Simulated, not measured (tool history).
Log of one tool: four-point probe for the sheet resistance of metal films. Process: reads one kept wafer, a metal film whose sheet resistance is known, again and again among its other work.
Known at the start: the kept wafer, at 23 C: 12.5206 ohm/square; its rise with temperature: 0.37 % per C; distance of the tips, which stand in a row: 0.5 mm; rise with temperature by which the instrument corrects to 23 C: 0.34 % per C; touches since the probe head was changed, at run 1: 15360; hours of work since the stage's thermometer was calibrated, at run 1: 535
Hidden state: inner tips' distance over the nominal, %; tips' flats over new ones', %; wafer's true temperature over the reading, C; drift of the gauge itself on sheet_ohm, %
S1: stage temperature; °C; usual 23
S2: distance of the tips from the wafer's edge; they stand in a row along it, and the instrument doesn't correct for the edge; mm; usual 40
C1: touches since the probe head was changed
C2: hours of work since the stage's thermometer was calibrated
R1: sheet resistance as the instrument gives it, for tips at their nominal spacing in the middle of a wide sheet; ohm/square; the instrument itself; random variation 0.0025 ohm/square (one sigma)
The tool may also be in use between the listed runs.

run   hour  S1  S2     C1    C2         R1
  1    0.0  23  40  15360   535  12.548223
  2   18.6  23  40  15764   547  12.548246
  3   34.2  19  40  16103   556  12.530963
  4   53.7  19  40  16527   568  12.526495
  5   70.1  23  40  16881   578  12.544885
  6   83.7  23  40  17177   587  12.548586
  7   94.9  23  40  17420   594  12.543128
  8  112.1  23  40  17795   605  12.541330
  9  131.8  23  40  18223   617  12.542987
 10  151.0  23  40  18639   629  12.544065
 11  166.6  23  40  18979   638  12.550659
 12  185.8  23  40  19394   650  12.541069
 13  205.4  23  40  19822   662  12.543206
 14  223.3  20  40  20209   673  12.534488
 15  246.1  23  40  20706   687  12.542180
 16  263.4  23  40  21080   698  12.540433
 17  273.9  22  40  21309   705  12.537797
 18  287.3  22   4  21600   713  12.642452
 19  302.1  23   4  21922   722  12.645790
 20  315.1  23   4  22204   730  12.644302
 21  332.7  23   4  22587   741  12.642604
 22  345.9  23   4  22874   749  12.641625
 23  368.5  20  40  23364   763  12.529779
 24  392.2  20  20  23878   778  12.536506
 25  412.1  20  20  24312   790  12.530054
 26  425.9  27   5  24611   799  12.621556
 27  436.6  22  40  24843   805  12.537708
 28  452.8  22   5  25194   815  12.603372
 29  475.8  33   6  25695   829  12.617126
 30  493.4  22   3  26076   840  12.720118
 31  515.9  26  15  26565   854  12.552430
 32  534.2  26  41  26963   866  12.546652
 33  555.2  19   3  27419   879  12.699585
 34  579.2  24  12  27940   893  12.547544
 35  590.5  24   8  28186   900  12.561315
 36  614.6  27  15  28710   915  12.555394
 37  633.5  27  15  29120   927  12.553076
 38  653.5  27  40  29554   939  12.550101
 39  666.6  27  40  29838   947  12.550504
 40  679.0  20   5  30108   955  12.586869
 41  694.3  20   5  30441   965  12.587650
 42  710.2  20   5  30786   974  12.585057
 43  728.5  20   5  31183   986  12.589833
 44  743.9  22  12  31517   995  12.538641
 45  757.8  20   5  31820  1004  12.590938
 46  779.8  20   5  32297  1017  12.590142

Hidden state or all else? Some run-to-run changes of R1, split into what the settings, what came in and random variation would give without the hidden state, and what is left for the hidden state (with any gauge scatter that isn't in both results):
Run 28 -> 29: S1 22 -> 33, S2 5 -> 6. R1 +0.013754 ohm/square: hidden state -0.000883, all else +0.014637.
Run 30 -> 31: S1 22 -> 26, S2 3 -> 15. R1 -0.167688 ohm/square: hidden state -0.000838, all else -0.166850.
Run 32 -> 33: S1 26 -> 19, S2 41 -> 3. R1 +0.152933 ohm/square: hidden state +0.000087, all else +0.152846.
Run 33 -> 34: S1 19 -> 24, S2 3 -> 12. R1 -0.152041 ohm/square: hidden state -0.000904, all else -0.151137.
